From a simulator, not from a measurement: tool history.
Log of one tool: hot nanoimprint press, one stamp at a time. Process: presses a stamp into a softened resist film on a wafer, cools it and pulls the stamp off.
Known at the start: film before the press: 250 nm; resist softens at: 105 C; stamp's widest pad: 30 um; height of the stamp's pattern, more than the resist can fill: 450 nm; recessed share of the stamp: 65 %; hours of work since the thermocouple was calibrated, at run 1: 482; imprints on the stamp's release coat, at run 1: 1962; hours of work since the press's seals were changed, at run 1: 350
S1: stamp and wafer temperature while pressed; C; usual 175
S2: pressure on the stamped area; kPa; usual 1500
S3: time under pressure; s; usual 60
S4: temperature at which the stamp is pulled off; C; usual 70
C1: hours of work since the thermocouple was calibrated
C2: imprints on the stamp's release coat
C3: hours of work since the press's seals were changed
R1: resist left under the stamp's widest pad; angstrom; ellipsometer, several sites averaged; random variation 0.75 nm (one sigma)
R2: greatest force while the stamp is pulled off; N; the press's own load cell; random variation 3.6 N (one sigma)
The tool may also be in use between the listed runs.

{"run": 1, "day": 0.0, "S1": 175, "S2": 1500, "S3": 60, "S4": 70, "C1": 482, "C2": 1962, "C3": 350, "R1": 1013, "R2": 213}
{"run": 2, "day": 0.788, "S1": 175, "S2": 1500, "S3": 60, "S4": 70, "C1": 497, "C2": 2064, "C3": 365, "R1": 1015, "R2": 222}
{"run": 3, "day": 1.583, "S1": 175, "S2": 1500, "S3": 60, "S4": 70, "C1": 511, "C2": 2167, "C3": 379, "R1": 1028, "R2": 217}
{"day": 1.946, "done": "plate thermocouple calibrated"}
{"day": 2.521, "done": "stamp cleaned and given a new release coat"}
{"run": 4, "day": 3.179, "S1": 175, "S2": 1500, "S3": 60, "S4": 70, "C1": 18, "C2": 85, "C3": 402, "R1": 935, "R2": 168}
{"run": 5, "day": 4.017, "S1": 175, "S2": 1500, "S3": 60, "S4": 70, "C1": 34, "C2": 194, "C3": 418, "R1": 938, "R2": 172}
{"run": 6, "day": 5.133, "S1": 175, "S2": 1500, "S3": 60, "S4": 75, "C1": 54, "C2": 338, "C3": 438, "R1": 953, "R2": 162}
{"run": 7, "day": 6.362, "S1": 175, "S2": 1500, "S3": 60, "S4": 70, "C1": 77, "C2": 498, "C3": 461, "R1": 939, "R2": 185}
{"run": 8, "day": 6.975, "S1": 175, "S2": 1500, "S3": 60, "S4": 70, "C1": 88, "C2": 577, "C3": 472, "R1": 942, "R2": 181}
{"run": 9, "day": 7.9, "S1": 175, "S2": 1290, "S3": 44, "S4": 65, "C1": 106, "C2": 697, "C3": 489, "R1": 1158, "R2": 206}

Run 10 comes next. What will it give?
{"run": 10, "day": 8.717, "S1": 178, "S2": 1420, "S3": 78, "S4": 65, "C1": 121, "C2": 803, "C3": 505, "R1": "?", "R2": "?"}

Run 10 gave R1 724 angstrom, R2 205 N.
Without the tool's hidden state the same run would have given R1 710 angstrom, R2 188 N.
